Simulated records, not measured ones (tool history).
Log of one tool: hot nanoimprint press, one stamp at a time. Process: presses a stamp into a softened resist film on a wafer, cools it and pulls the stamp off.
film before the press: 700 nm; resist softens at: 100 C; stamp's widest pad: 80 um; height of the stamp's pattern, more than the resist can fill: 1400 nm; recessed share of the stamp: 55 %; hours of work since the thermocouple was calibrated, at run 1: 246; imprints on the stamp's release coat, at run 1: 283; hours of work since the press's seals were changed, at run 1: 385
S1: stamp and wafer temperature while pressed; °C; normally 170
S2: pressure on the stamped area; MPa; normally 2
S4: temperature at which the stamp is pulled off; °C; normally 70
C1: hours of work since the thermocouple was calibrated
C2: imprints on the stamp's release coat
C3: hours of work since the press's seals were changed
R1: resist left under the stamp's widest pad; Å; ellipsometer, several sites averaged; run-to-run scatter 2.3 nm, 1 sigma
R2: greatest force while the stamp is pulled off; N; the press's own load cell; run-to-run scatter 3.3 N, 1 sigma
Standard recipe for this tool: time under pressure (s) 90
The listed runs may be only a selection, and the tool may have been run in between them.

Run 1, hour 0: usual settings; C1 246; C2 283; C3 385. Result: R1 3788 Å, R2 187 N.
Run 2, hour 15: usual settings; C1 255; C2 353; C3 394. Result: R1 3788 Å, R2 187 N.
Run 3, hour 39.5: usual settings; C1 270; C2 466; C3 408. Result: R1 3719 Å, R2 190 N.
Run 4, hour 54.7: usual settings but S2 1.25 MPa; C1 279; C2 537; C3 417. Result: R1 4366 Å, R2 195 N.
Run 5, hour 73.6: usual settings but S2 1.25 MPa; C1 290; C2 624; C3 429. Result: R1 4436 Å, R2 208 N.
Run 6, hour 89.5: usual settings but S2 1.24 MPa; C1 300; C2 698; C3 438. Result: R1 4373 Å, R2 206 N.
Run 7, hour 120.6: usual settings but time under pressure (s) 76; C1 318; C2 842; C3 457. Result: R1 3913 Å, R2 224 N.
At hour 144.9: stamp cleaned and given a new release coat.
Run 8, hour 151.7: usual settings but S2 2.19 MPa; C1 333; C2 32; C3 472. Result: R1 3596 Å, R2 154 N.
Run 9, hour 169.8: usual settings; C1 344; C2 116; C3 483. Result: R1 3721 Å, R2 162 N.
At hour 177.2: plate thermocouple calibrated.
Run 10, hour 204.7: usual settings; C1 17; C2 264; C3 502. Result: R1 3848 Å, R2 175 N.
Run 11, hour 220.2: usual settings; C1 26; C2 335; C3 511. Result: R1 3887 Å, R2 186 N.
Run 12, hour 251.9: usual settings; C1 45; C2 483; C3 530. Result: R1 3849 Å, R2 191 N.
Run 13, hour 269.4: usual settings; C1 55; C2 564; C3 541. Result: R1 3838 Å, R2 207 N.
Run 14, hour 298.8: usual settings; C1 73; C2 700; C3 558. Result: R1 3855 Å, R2 210 N.
At hour 316.1: press's hydraulic seals changed and the load cell set to zero.
Run 15, hour 332.4: usual settings; C1 88; C2 819; C3 10. Result: R1 3809 Å, R2 222 N.
At hour 360.7: stamp cleaned and given a new release coat.
Run 16, hour 367.9: usual settings; C1 106; C2 33; C3 27. Result: R1 3776 Å, R2 154 N.
Run 17, hour 391.6: usual settings but S2 2.42 MPa; C1 120; C2 143; C3 42. Result: R1 3504 Å, R2 169 N.
Run 18, hour 417.5: usual settings but S2 2.42 MPa, time under pressure (s) 70; C1 136; C2 263; C3 57. Result: R1 3794 Å, R2 171 N.
Run 19, hour 430.6: usual settings but S2 2.42 MPa, time under pressure (s) 70; C1 144; C2 324; C3 65. Result: R1 3778 Å, R2 176 N.
Run 20, hour 443.9: usual settings but S2 3.02 MPa, time under pressure (s) 108, S4 77 °C; C1 152; C2 386; C3 73. Result: R1 2981 Å, R2 162 N.
Run 21, hour 470.2: usual settings but S2 3.02 MPa, time under pressure (s) 108, S4 77 °C; C1 167; C2 508; C3 89. Result: R1 2932 Å, R2 179 N.
Run 22, hour 493: usual settings but S1 162 °C, S2 1.32 MPa; C1 181; C2 614; C3 103. Result: R1 5753 Å, R2 200 N.
Run 23, hour 507.1: usual settings but S1 181 °C, S2 1.91 MPa, time under pressure (s) 59; C1 189; C2 679; C3 111. Result: R1 2589 Å, R2 208 N.
Run 24, hour 536: usual settings but S2 2.21 MPa, time under pressure (s) 69, S4 73 °C; C1 207; C2 813; C3 128. Result: R1 3941 Å, R2 211 N.
Run 25, hour 549.4: usual settings but S2 2.21 MPa, time under pressure (s) 69, S4 73 °C; C1 215; C2 876; C3 136. Result: R1 3921 Å, R2 215 N.
At hour 565.8: stamp cleaned and given a new release coat.
Run 26, hour 584.9: usual settings but S1 160 °C, S2 1.54 MPa, time under pressure (s) 142; C1 233; C2 88; C3 154. Result: R1 5376 Å, R2 162 N.
Run 27, hour 605.9: usual settings but S2 2.84 MPa, time under pressure (s) 142, S4 73 °C; C1 245; C2 186; C3 167. Result: R1 2712 Å, R2 158 N.
Run 28, hour 632.8: usual settings but S1 174 °C, S2 2.4 MPa, time under pressure (s) 107, S4 62 °C; C1 261; C2 310; C3 183. Result: R1 2603 Å, R2 205 N.
Run 29, hour 661.9: usual settings but S1 174 °C, S2 2.26 MPa, time under pressure (s) 107, S4 62 °C; C1 279; C2 445; C3 200. Result: R1 2642 Å, R2 206 N.

3 ways to go on from here, each from the tool as it stands after run 29. What would each give?
Run A, hour 694.4: usual settings; C1 298; C2 596; C3 220. Result: R1 ?, R2 ?.
Run B, hour 694.4: usual settings but S2 1.63 MPa, S4 66 °C; C1 298; C2 596; C3 220. Result: R1 ?, R2 ?.
Run C, hour 694.4: usual settings but S1 169 °C, S2 2.26 MPa, time under pressure (s) 84, S4 64 °C; C1 298; C2 596; C3 220. Result: R1 ?, R2 ?.

run    R1   R2
  A  3672  196
  B  4005  212
  C  3782  214
Without the tool's unlogged condition, the same runs would have read:
run    R1   R2
  A  3875  153
  B  4218  166
  C  3987  167

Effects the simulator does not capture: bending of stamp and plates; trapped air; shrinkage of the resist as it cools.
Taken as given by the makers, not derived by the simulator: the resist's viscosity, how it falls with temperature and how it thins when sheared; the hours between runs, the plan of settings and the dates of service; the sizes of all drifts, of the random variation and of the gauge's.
